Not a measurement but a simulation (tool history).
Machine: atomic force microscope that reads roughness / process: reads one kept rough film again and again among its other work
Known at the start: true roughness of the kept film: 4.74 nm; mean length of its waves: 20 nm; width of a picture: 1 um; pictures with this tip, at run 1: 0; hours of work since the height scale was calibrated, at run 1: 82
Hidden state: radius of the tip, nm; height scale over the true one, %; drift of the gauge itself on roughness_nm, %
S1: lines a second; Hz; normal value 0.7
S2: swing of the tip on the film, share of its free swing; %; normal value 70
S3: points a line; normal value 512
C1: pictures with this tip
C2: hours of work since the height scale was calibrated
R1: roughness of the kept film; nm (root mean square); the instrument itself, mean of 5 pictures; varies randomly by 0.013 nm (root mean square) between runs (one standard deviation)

run 1 hour=0 | S1=0.7 S2=70 S3=512 | C1=0 C2=82 | R1=3.075
run 2 hour=29.6 | S1=1.883 S2=70 S3=512 | C1=49 C2=99 | R1=2.907
run 3 hour=51.7 | S1=1.883 S2=70 S3=512 | C1=86 C2=111 | R1=2.904
run 4 hour=68.3 | S1=1.883 S2=70 S3=512 | C1=113 C2=120 | R1=2.888
run 5 hour=84.7 | S1=1.883 S2=70 S3=512 | C1=141 C2=129 | R1=2.858
run 6 hour=117.3 | S1=1.883 S2=70 S3=512 | C1=195 C2=147 | R1=2.914
-- hour=138.2 new tip fitted
run 7 hour=152.9 | S1=1.883 S2=70 S3=512 | C1=25 C2=166 | R1=2.881
run 8 hour=173.6 | S1=1.883 S2=70 S3=512 | C1=59 C2=178 | R1=2.886
run 9 hour=195.1 | S1=3.699 S2=70 S3=512 | C1=95 C2=190 | R1=2.647
run 10 hour=219.2 | S1=0.7 S2=70 S3=512 | C1=135 C2=203 | R1=3.069
run 11 hour=245.2 | S1=0.7 S2=70 S3=512 | C1=178 C2=217 | R1=3.065
-- hour=274.7 new tip fitted
run 12 hour=279 | S1=0.7 S2=72 S3=512 | C1=7 C2=236 | R1=3.065
run 13 hour=298.3 | S1=0.7 S2=72 S3=512 | C1=39 C2=246 | R1=3.048
run 14 hour=329.3 | S1=0.7 S2=88 S3=512 | C1=91 C2=264 | R1=2.919
run 15 hour=347.6 | S1=0.935 S2=86 S3=623 | C1=121 C2=274 | R1=2.848
run 16 hour=368.9 | S1=0.935 S2=55 S3=623 | C1=157 C2=285 | R1=3.144
run 17 hour=383.7 | S1=0.935 S2=55 S3=623 | C1=181 C2=294 | R1=3.143
-- hour=411.2 new tip fitted
run 18 hour=412.5 | S1=0.935 S2=55 S3=623 | C1=2 C2=309 | R1=3.15
run 19 hour=436.4 | S1=0.935 S2=55 S3=623 | C1=42 C2=322 | R1=3.153
run 20 hour=452.7 | S1=0.935 S2=63 S3=299 | C1=69 C2=331 | R1=3.042
run 21 hour=482.1 | S1=0.779 S2=85 S3=789 | C1=118 C2=348 | R1=2.936
run 22 hour=516.1 | S1=0.7 S2=57 S3=294 | C1=174 C2=366 | R1=3.076
run 23 hour=541.7 | S1=2.966 S2=60 S3=1022 | C1=217 C2=381 | R1=2.932
-- hour=547.3 new tip fitted
run 24 hour=570.9 | S1=2.966 S2=60 S3=1022 | C1=39 C2=396 | R1=2.978
run 25 hour=600 | S1=2.022 S2=65 S3=777 | C1=87 C2=412 | R1=2.939
run 26 hour=617.9 | S1=1.747 S2=66 S3=777 | C1=117 C2=422 | R1=2.983

Below are 3 alternative next runs, each starting from the tool's condition after run 26. Predict each:
run A hour=653.2 | S1=1.053 S2=69 S3=701 | C1=176 C2=442 | R1=?
run B hour=653.2 | S1=0.912 S2=57 S3=265 | C1=176 C2=442 | R1=?
run C hour=653.2 | S1=2.058 S2=59 S3=637 | C1=176 C2=442 | R1=?

run=A R1=3.021
run=B R1=3.02
run=C R1=3.011
Had the tool no hidden state, the same runs would have come out as:
run=A R1=3.038
run=B R1=3.037
run=C R1=3.027
